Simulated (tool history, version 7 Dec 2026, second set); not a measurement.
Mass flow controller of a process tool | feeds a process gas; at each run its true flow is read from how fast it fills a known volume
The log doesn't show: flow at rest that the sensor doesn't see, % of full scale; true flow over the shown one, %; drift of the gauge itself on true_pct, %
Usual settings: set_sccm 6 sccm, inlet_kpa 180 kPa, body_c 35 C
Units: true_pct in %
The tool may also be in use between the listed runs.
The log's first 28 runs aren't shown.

run,hour,set_sccm,inlet_kpa,body_c,hours of work since the controller was set to zero,hours of work since the controller was changed,true_pct
29,2676.9,6,143,35,4738,4738,98.68
30,2749.4,9,161,35,4793,4793,98.77
31,2874.2,9,161,35,4887,4887,98.71
32,2997.0,9,161,35,4980,4980,98.63
33,3077.1,9,161,35,5041,5041,98.85
34,3198.6,4,267,25,5133,5133,100.18
35,3280.4,4,267,20,5195,5195,100.70
36,3361.5,6,173,25,5256,5256,99.69
37,3465.7,6,141,35,5335,5335,98.86
38,3531.3,16,148,37,5385,5385,99.53
39,3606.7,12,148,24,5442,5442,100.06
40,3670.3,6,142,27,5490,5490,99.32
41,3773.6,6,169,28,5568,5568,99.41
42,3863.9,6,169,28,5637,5637,99.49
43,3981.0,6,180,39,5725,5725,98.79
44,4098.0,6,167,32,5814,5814,99.33
45,4188.0,15,184,31,5882,5882,100.09
46,4317.0,11,180,35,5979,5979,99.27
47,4449.3,2,162,35,6080,6080,101.62
48,4571.9,2,162,30,6172,6172,101.94

Forecast each of these 5 alternatives for the next run:
A,4671.7,2,172,30,6248,6248,?
B,4671.7,2,262,30,6248,6248,?
C,4671.7,3,227,35,6248,6248,?
D,4671.7,2,230,33,6248,6248,?
E,4671.7,2,162,36,6248,6248,?

run,true_pct
A,102.12
B,102.34
C,100.52
D,102.05
E,101.74
Without the tool's hidden state the same runs would have given:
run,true_pct
A,96.45
B,96.67
C,96.44
D,96.38
E,96.07
